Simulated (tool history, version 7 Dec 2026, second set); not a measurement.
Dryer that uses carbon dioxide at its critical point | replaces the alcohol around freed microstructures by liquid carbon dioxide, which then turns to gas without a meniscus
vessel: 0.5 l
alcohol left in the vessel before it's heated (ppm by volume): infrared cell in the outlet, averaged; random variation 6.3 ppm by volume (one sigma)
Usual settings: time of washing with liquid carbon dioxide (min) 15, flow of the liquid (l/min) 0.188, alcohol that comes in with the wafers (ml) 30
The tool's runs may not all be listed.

run,hour,time of washing with liquid carbon dioxide (min),flow of the liquid (l/min),alcohol that comes in with the wafers (ml),alcohol left in the vessel before it's heated (ppm by volume)
1,0,15,0.188,30,319
2,14.6,13,0.188,30,633
3,27.4,13,0.188,30,650
4,39.5,13,0.188,30,645
5,58.6,13,0.188,30,656
6,78.9,13,0.188,30,681
7,96.5,13,0.188,30,674
8,116.6,18,0.188,30,164
9,128.8,18,0.188,30,167
10,142.9,18,0.188,30,169
11,155.6,15,0.188,96,1134
12,175.1,15,0.188,96,1142
13,195.1,15,0.313,72,91
14,208.6,15,0.188,30,424
15,228.6,15,0.188,30,415
16,245.5,15,0.226,87,454
17,264.1,15,0.226,87,458
18,283,15,0.134,65,3471
19,303.9,12,0.2,22,670
20,320.4,12,0.2,22,687
21,329.6,18,0.131,22,737
22,339.7,20,0.223,60,115
23,350.8,21,0.188,27,125

Forecast each of these 3 alternatives for the next run:
A,367,10,0.188,37,?
B,367,19,0.188,55,?
C,367,15,0.213,88,?

run,alcohol left in the vessel before it's heated (ppm by volume)
A,2808
B,270
C,709
Without the tool's hidden state the same runs would have given:
run,alcohol left in the vessel before it's heated (ppm by volume)
A,1929
B,104
C,357
